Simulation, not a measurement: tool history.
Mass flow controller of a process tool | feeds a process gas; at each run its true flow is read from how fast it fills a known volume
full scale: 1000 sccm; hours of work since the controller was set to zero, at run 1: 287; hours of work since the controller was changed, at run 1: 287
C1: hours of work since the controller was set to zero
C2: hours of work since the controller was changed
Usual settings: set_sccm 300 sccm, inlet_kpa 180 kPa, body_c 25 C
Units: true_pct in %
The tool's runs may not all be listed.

{"run": 1, "hour": 0.0, "set_sccm": 300, "inlet_kpa": 180, "body_c": 25, "C1": 287, "C2": 287, "true_pct": 98.84}
{"run": 2, "hour": 87.9, "set_sccm": 300, "inlet_kpa": 180, "body_c": 25, "C1": 329, "C2": 329, "true_pct": 98.78}
{"run": 3, "hour": 263.6, "set_sccm": 300, "inlet_kpa": 180, "body_c": 25, "C1": 413, "C2": 413, "true_pct": 98.95}
{"run": 4, "hour": 373.2, "set_sccm": 300, "inlet_kpa": 180, "body_c": 25, "C1": 465, "C2": 465, "true_pct": 98.93}
{"run": 5, "hour": 561.7, "set_sccm": 300, "inlet_kpa": 167, "body_c": 25, "C1": 555, "C2": 555, "true_pct": 98.77}
{"run": 6, "hour": 674.9, "set_sccm": 300, "inlet_kpa": 167, "body_c": 30, "C1": 609, "C2": 609, "true_pct": 98.51}
{"run": 7, "hour": 805.0, "set_sccm": 300, "inlet_kpa": 167, "body_c": 30, "C1": 671, "C2": 671, "true_pct": 98.62}
{"run": 8, "hour": 931.3, "set_sccm": 300, "inlet_kpa": 180, "body_c": 34, "C1": 732, "C2": 732, "true_pct": 98.71}
{"run": 9, "hour": 1042.7, "set_sccm": 300, "inlet_kpa": 180, "body_c": 34, "C1": 785, "C2": 785, "true_pct": 98.65}
{"run": 10, "hour": 1128.7, "set_sccm": 300, "inlet_kpa": 163, "body_c": 34, "C1": 826, "C2": 826, "true_pct": 98.52}
{"run": 11, "hour": 1267.9, "set_sccm": 300, "inlet_kpa": 163, "body_c": 34, "C1": 892, "C2": 892, "true_pct": 98.59}
{"run": 12, "hour": 1349.4, "set_sccm": 300, "inlet_kpa": 220, "body_c": 34, "C1": 931, "C2": 931, "true_pct": 98.79}
{"run": 13, "hour": 1478.0, "set_sccm": 300, "inlet_kpa": 220, "body_c": 34, "C1": 993, "C2": 993, "true_pct": 98.85}
{"run": 14, "hour": 1610.6, "set_sccm": 300, "inlet_kpa": 196, "body_c": 25, "C1": 1056, "C2": 1056, "true_pct": 99.2}
{"run": 15, "hour": 1742.9, "set_sccm": 300, "inlet_kpa": 180, "body_c": 25, "C1": 1119, "C2": 1119, "true_pct": 99.15}
{"run": 16, "hour": 1908.8, "set_sccm": 469, "inlet_kpa": 180, "body_c": 25, "C1": 1198, "C2": 1198, "true_pct": 99.36}
{"run": 17, "hour": 2087.8, "set_sccm": 300, "inlet_kpa": 180, "body_c": 25, "C1": 1284, "C2": 1284, "true_pct": 99.23}
{"run": 18, "hour": 2212.5, "set_sccm": 300, "inlet_kpa": 180, "body_c": 25, "C1": 1343, "C2": 1343, "true_pct": 99.21}
{"run": 19, "hour": 2375.9, "set_sccm": 300, "inlet_kpa": 180, "body_c": 25, "C1": 1422, "C2": 1422, "true_pct": 99.17}
{"run": 20, "hour": 2453.2, "set_sccm": 300, "inlet_kpa": 180, "body_c": 25, "C1": 1458, "C2": 1458, "true_pct": 99.33}
{"run": 21, "hour": 2639.1, "set_sccm": 300, "inlet_kpa": 180, "body_c": 25, "C1": 1547, "C2": 1547, "true_pct": 99.19}
{"run": 22, "hour": 2719.5, "set_sccm": 300, "inlet_kpa": 180, "body_c": 25, "C1": 1586, "C2": 1586, "true_pct": 99.35}
{"run": 23, "hour": 2821.2, "set_sccm": 965, "inlet_kpa": 180, "body_c": 25, "C1": 1634, "C2": 1634, "true_pct": 100.34}
{"run": 24, "hour": 2942.3, "set_sccm": 300, "inlet_kpa": 180, "body_c": 25, "C1": 1692, "C2": 1692, "true_pct": 99.36}
{"run": 25, "hour": 3089.2, "set_sccm": 300, "inlet_kpa": 180, "body_c": 25, "C1": 1762, "C2": 1762, "true_pct": 99.27}
{"run": 26, "hour": 3254.4, "set_sccm": 204, "inlet_kpa": 181, "body_c": 24, "C1": 1841, "C2": 1841, "true_pct": 99.22}
{"run": 27, "hour": 3425.2, "set_sccm": 396, "inlet_kpa": 182, "body_c": 25, "C1": 1923, "C2": 1923, "true_pct": 99.5}
{"run": 28, "hour": 3578.7, "set_sccm": 396, "inlet_kpa": 182, "body_c": 25, "C1": 1996, "C2": 1996, "true_pct": 99.58}
{"run": 29, "hour": 3701.6, "set_sccm": 300, "inlet_kpa": 187, "body_c": 28, "C1": 2055, "C2": 2055, "true_pct": 99.4}
{"run": 30, "hour": 3841.0, "set_sccm": 300, "inlet_kpa": 162, "body_c": 25, "C1": 2121, "C2": 2121, "true_pct": 99.52}
{"hour": 3851.2, "done": "gauge calibrated"}
{"run": 31, "hour": 4000.2, "set_sccm": 300, "inlet_kpa": 162, "body_c": 25, "C1": 2197, "C2": 2197, "true_pct": 98.76}
{"run": 32, "hour": 4107.9, "set_sccm": 300, "inlet_kpa": 215, "body_c": 28, "C1": 2249, "C2": 2249, "true_pct": 99.04}
{"run": 33, "hour": 4195.3, "set_sccm": 168, "inlet_kpa": 215, "body_c": 26, "C1": 2290, "C2": 2290, "true_pct": 98.77}
{"run": 34, "hour": 4342.2, "set_sccm": 300, "inlet_kpa": 234, "body_c": 37, "C1": 2360, "C2": 2360, "true_pct": 98.47}
{"run": 35, "hour": 4510.8, "set_sccm": 300, "inlet_kpa": 234, "body_c": 37, "C1": 2441, "C2": 2441, "true_pct": 98.68}
{"run": 36, "hour": 4668.3, "set_sccm": 190, "inlet_kpa": 157, "body_c": 32, "C1": 2516, "C2": 2516, "true_pct": 98.33}
{"run": 37, "hour": 4793.0, "set_sccm": 391, "inlet_kpa": 234, "body_c": 32, "C1": 2576, "C2": 2576, "true_pct": 99.04}
{"run": 38, "hour": 4946.1, "set_sccm": 278, "inlet_kpa": 252, "body_c": 25, "C1": 2649, "C2": 2649, "true_pct": 99.16}
{"run": 39, "hour": 5085.9, "set_sccm": 412, "inlet_kpa": 194, "body_c": 25, "C1": 2716, "C2": 2716, "true_pct": 99.31}
{"run": 40, "hour": 5224.7, "set_sccm": 104, "inlet_kpa": 180, "body_c": 28, "C1": 2782, "C2": 2782, "true_pct": 98.75}
{"run": 41, "hour": 5345.0, "set_sccm": 468, "inlet_kpa": 180, "body_c": 24, "C1": 2839, "C2": 2839, "true_pct": 99.42}
{"run": 42, "hour": 5423.3, "set_sccm": 468, "inlet_kpa": 180, "body_c": 24, "C1": 2877, "C2": 2877, "true_pct": 99.48}
{"run": 43, "hour": 5505.0, "set_sccm": 300, "inlet_kpa": 180, "body_c": 22, "C1": 2916, "C2": 2916, "true_pct": 99.18}
{"run": 44, "hour": 5604.8, "set_sccm": 300, "inlet_kpa": 180, "body_c": 22, "C1": 2963, "C2": 2963, "true_pct": 99.26}
{"run": 45, "hour": 5711.7, "set_sccm": 300, "inlet_kpa": 180, "body_c": 22, "C1": 3014, "C2": 3014, "true_pct": 99.32}
{"run": 46, "hour": 5850.3, "set_sccm": 300, "inlet_kpa": 161, "body_c": 40, "C1": 3081, "C2": 3081, "true_pct": 98.42}
{"hour": 5927.5, "done": "gauge calibrated"}
{"run": 47, "hour": 6011.7, "set_sccm": 300, "inlet_kpa": 161, "body_c": 40, "C1": 3158, "C2": 3158, "true_pct": 98.05}

Some steps in true_pct between neighbouring runs. How much of each would the tool show without its hidden state too (settings, what came in, random variation), and how much is left for the hidden state, with any gauge scatter that isn't in both results?
The hidden state here: flow at rest that the sensor doesn't see, % of full scale; true flow over the shown one, %; drift of the gauge itself on true_pct, %.
Run 22 -> 23: set_sccm 300 -> 965. true_pct +0.99 %: hidden state +0.02, all else +0.97.
Run 23 -> 24: set_sccm 965 -> 300. true_pct -0.98 %: hidden state +0.02, all else -1.00.
Run 30 -> 31: gauge calibrated. true_pct -0.76 %: hidden state -0.60, all else -0.16.
Run 39 -> 40: set_sccm 412 -> 104, inlet_kpa 194 -> 180, body_c 25 -> 28. true_pct -0.56 %: hidden state +0.05, all else -0.61.
Run 45 -> 46: inlet_kpa 180 -> 161, body_c 22 -> 40. true_pct -0.90 %: hidden state +0.02, all else -0.92.
Run 46 -> 47: gauge calibrated. true_pct -0.37 %: hidden state -0.31, all else -0.06.
